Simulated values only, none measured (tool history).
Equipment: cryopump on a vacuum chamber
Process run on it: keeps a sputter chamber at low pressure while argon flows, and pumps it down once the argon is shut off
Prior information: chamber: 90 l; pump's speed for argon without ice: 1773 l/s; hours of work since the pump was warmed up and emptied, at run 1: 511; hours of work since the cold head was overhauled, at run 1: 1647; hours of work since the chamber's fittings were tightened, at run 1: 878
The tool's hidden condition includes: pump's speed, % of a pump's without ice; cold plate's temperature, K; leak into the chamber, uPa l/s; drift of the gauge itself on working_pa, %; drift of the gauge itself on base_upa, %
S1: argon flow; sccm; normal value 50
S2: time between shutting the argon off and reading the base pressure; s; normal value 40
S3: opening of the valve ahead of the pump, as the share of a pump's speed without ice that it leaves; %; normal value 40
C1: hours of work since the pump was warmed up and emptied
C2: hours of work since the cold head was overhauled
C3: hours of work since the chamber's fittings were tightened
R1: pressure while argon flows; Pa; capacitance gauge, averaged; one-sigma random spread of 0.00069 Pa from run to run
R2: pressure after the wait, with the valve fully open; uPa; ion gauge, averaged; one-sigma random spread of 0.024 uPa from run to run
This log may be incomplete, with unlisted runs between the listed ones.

| run | hour | S1 | S2 | S3 | C1 | C2 | C3 | R1 | R2 |
|---|---|---|---|---|---|---|---|---|---|
| 1 | 0 | 50 | 40 | 40 | 511 | 1647 | 878 | 0.1246 | 2.14 |
| 2 | 42.3 | 50 | 40 | 40 | 538 | 1674 | 905 | 0.1244 | 2.17 |
| 3 | 91 | 50 | 40 | 20 | 569 | 1705 | 936 | 0.2417 | 2.19 |
| 4 | 155.3 | 50 | 40 | 20 | 610 | 1746 | 977 | 0.2424 | 2.34 |
| 5 | 233 | 50 | 40 | 20 | 659 | 1796 | 1026 | 0.2444 | 2.39 |
| 6 | 277.4 | 50 | 40 | 40 | 688 | 1824 | 1055 | 0.1252 | 2.4 |
| 7 | 344.1 | 50 | 40 | 40 | 730 | 1866 | 1097 | 0.1257 | 2.5 |
| 8 | 435.2 | 50 | 40 | 40 | 788 | 1924 | 1155 | 0.1262 | 2.59 |
| 9 | 527.5 | 93 | 24 | 40 | 847 | 1983 | 1214 | 0.2359 | 3.07 |
| 10 | 629.6 | 39 | 94 | 40 | 912 | 2048 | 1279 | 0.0995 | 2.44 |
| 11 | 719.9 | 21 | 40 | 16 | 969 | 2106 | 1337 | 0.1284 | 3.01 |
| 12 | 795.7 | 27 | 66 | 16 | 1018 | 2154 | 1385 | 0.1645 | 2.82 |
| 13 | 888.6 | 25 | 70 | 24 | 1077 | 2213 | 1444 | 0.1043 | 2.87 |

Some steps in R1 between neighbouring runs. How much of each would the tool show without its hidden state too (settings, what came in, random variation), and how much is left for the hidden state, with any gauge scatter that isn't in both results?
Run 9 -> 10: S1 93 -> 39, S2 24 -> 94. R1 -0.1364 Pa: hidden state -0.0073, all else -0.1291.
